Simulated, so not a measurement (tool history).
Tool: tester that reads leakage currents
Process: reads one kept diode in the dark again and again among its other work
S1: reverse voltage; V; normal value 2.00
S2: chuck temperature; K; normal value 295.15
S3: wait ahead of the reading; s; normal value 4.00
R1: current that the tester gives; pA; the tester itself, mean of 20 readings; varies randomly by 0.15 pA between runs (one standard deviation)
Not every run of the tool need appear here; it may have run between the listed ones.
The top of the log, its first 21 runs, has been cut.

{"run": 22, "hour": 770.1, "S1": 1.48, "S2": 303.15, "S3": 3.16, "R1": 84.59}
{"run": 23, "hour": 805.8, "S1": 1.57, "S2": 295.15, "S3": 9.1, "R1": 41.71}
{"run": 24, "hour": 836.2, "S1": 2.0, "S2": 298.15, "S3": 4.75, "R1": 61.57}
{"run": 25, "hour": 873.9, "S1": 2.0, "S2": 298.15, "S3": 4.75, "R1": 61.7}
{"run": 26, "hour": 907.2, "S1": 2.0, "S2": 295.15, "S3": 1.1, "R1": 47.25}
{"run": 27, "hour": 932.1, "S1": 18.16, "S2": 314.15, "S3": 1.36, "R1": 731.47}
{"run": 28, "hour": 986.4, "S1": 18.16, "S2": 314.15, "S3": 1.36, "R1": 731.63}
{"run": 29, "hour": 1029.6, "S1": 9.55, "S2": 295.15, "S3": 4.0, "R1": 99.1}
{"run": 30, "hour": 1060.7, "S1": 9.55, "S2": 295.15, "S3": 4.0, "R1": 99.53}
{"run": 31, "hour": 1095.2, "S1": 10.18, "S2": 315.15, "S3": 6.28, "R1": 598.15}
{"run": 32, "hour": 1138.9, "S1": 7.06, "S2": 310.15, "S3": 4.0, "R1": 330.78}
{"run": 33, "hour": 1177.3, "S1": 7.06, "S2": 310.15, "S3": 4.0, "R1": 329.12}
{"run": 34, "hour": 1213.4, "S1": 7.06, "S2": 310.15, "S3": 4.0, "R1": 330.69}
{"run": 35, "hour": 1237.4, "S1": 4.28, "S2": 300.15, "S3": 0.41, "R1": 109.97}
{"run": 36, "hour": 1276.1, "S1": 4.28, "S2": 300.15, "S3": 0.41, "R1": 109.85}
{"run": 37, "hour": 1300.1, "S1": 8.61, "S2": 303.15, "S3": 0.41, "R1": 204.01}
{"run": 38, "hour": 1341.3, "S1": 8.61, "S2": 303.15, "S3": 0.41, "R1": 203.56}
{"run": 39, "hour": 1382.6, "S1": 13.45, "S2": 295.15, "S3": 4.0, "R1": 117.16}

Each row is a separate what-if for the run after 39, all from the same tool condition, not one after another. Results?
{"run": "A", "hour": 1435.6, "S1": 12.26, "S2": 312.15, "S3": 4.0, "R1": "?"}
{"run": "B", "hour": 1435.6, "S1": 2.0, "S2": 293.15, "S3": 8.61, "R1": "?"}
{"run": "C", "hour": 1435.6, "S1": 5.79, "S2": 294.15, "S3": 4.0, "R1": "?"}
{"run": "D", "hour": 1435.6, "S1": 1.04, "S2": 333.15, "S3": 0.5, "R1": "?"}

run=A R1=512.35
run=B R1=38.72
run=C R1=70.61
run=D R1=831.74
The same runs, with their run-to-run variation unchanged, on a tool lacking any hidden condition would have given:
run=A R1=512.50
run=B R1=38.73
run=C R1=70.62
run=D R1=832.01
